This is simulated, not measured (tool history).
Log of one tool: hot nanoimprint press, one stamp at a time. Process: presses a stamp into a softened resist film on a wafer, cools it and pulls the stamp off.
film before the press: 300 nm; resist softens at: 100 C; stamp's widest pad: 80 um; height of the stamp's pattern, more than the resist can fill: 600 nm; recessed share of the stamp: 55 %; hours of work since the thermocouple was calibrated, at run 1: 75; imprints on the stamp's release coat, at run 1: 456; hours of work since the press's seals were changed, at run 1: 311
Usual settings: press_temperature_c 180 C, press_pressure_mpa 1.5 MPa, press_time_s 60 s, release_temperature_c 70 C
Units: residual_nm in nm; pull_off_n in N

run	day	press_temperature_c	press_pressure_mpa	press_time_s	release_temperature_c	hours of work since the thermocouple was calibrated	imprints on the stamp's release coat	hours of work since the press's seals were changed	residual_nm	pull_off_n
1	0.000	180	1.5	60	70	75	456	311	161.9	245
2	1.988	180	1.5	60	70	106	648	342	162.0	250
3	3.150	175	1.5	60	70	124	760	360	183.7	253
4	4.517	175	1.5	60	70	146	891	382	184.5	257
5	6.146	180	1.5	60	70	171	1048	407	164.9	256
6	7.692	180	1.5	60	70	196	1196	431	166.1	255

Run 7 comes next. What will it give?
7	9.133	180	1.5	60	70	218	1335	454	?	?

residual_nm: 163.4 nm
pull_off_n: 274 N
Without the tool's hidden state the same run would have given residual_nm 158.3 nm, pull_off_n 235 N.
